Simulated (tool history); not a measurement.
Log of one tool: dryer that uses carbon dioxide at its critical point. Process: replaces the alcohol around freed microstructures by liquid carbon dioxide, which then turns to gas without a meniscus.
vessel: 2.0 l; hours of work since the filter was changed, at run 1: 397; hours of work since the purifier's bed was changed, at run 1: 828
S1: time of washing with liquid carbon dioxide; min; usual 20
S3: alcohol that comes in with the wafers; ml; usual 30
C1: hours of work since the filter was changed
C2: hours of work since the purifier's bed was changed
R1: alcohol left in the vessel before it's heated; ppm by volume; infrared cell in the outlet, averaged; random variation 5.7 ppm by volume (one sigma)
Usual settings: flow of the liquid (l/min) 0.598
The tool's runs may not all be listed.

run 1 hour=0 | S1=20 flow_of_the_liquid_(l/min)=0.598 S3=30 | C1=397 C2=828 | R1=438
run 2 hour=26.8 | S1=20 flow_of_the_liquid_(l/min)=0.692 S3=30 | C1=414 C2=845 | R1=308
run 3 hour=53.1 | S1=20 flow_of_the_liquid_(l/min)=0.598 S3=30 | C1=431 C2=862 | R1=434
run 4 hour=74.7 | S1=20 flow_of_the_liquid_(l/min)=0.598 S3=30 | C1=445 C2=876 | R1=465
-- hour=87.6 inlet filter changed
run 5 hour=109.1 | S1=20 flow_of_the_liquid_(l/min)=0.598 S3=30 | C1=14 C2=897 | R1=365
run 6 hour=139.5 | S1=19 flow_of_the_liquid_(l/min)=0.394 S3=75 | C1=33 C2=917 | R1=2736
run 7 hour=158 | S1=13 flow_of_the_liquid_(l/min)=0.967 S3=41 | C1=45 C2=929 | R1=366
run 8 hour=181.3 | S1=20 flow_of_the_liquid_(l/min)=0.598 S3=52 | C1=60 C2=944 | R1=521
run 9 hour=205.5 | S1=20 flow_of_the_liquid_(l/min)=1.016 S3=30 | C1=76 C2=959 | R1=196
run 10 hour=242.3 | S1=14 flow_of_the_liquid_(l/min)=0.598 S3=30 | C1=99 C2=983 | R1=913

5 ways to go on from here, each from the tool as it stands after run 10. What would each give?
run A hour=271.5 | S1=17 flow_of_the_liquid_(l/min)=0.645 S3=71 | C1=118 C2=1002 | R1=?
run B hour=271.5 | S1=15 flow_of_the_liquid_(l/min)=0.598 S3=30 | C1=118 C2=1002 | R1=?
run C hour=271.5 | S1=15 flow_of_the_liquid_(l/min)=0.586 S3=22 | C1=118 C2=1002 | R1=?
run D hour=271.5 | S1=20 flow_of_the_liquid_(l/min)=0.797 S3=30 | C1=118 C2=1002 | R1=?
run E hour=271.5 | S1=29 flow_of_the_liquid_(l/min)=0.598 S3=30 | C1=118 C2=1002 | R1=?

run=A R1=878
run=B R1=839
run=C R1=667
run=D R1=230
run=E R1=223
Without the tool's hidden state the same runs would have given:
run=A R1=606
run=B R1=576
run=C R1=431
run=D R1=39
run=E R1=34

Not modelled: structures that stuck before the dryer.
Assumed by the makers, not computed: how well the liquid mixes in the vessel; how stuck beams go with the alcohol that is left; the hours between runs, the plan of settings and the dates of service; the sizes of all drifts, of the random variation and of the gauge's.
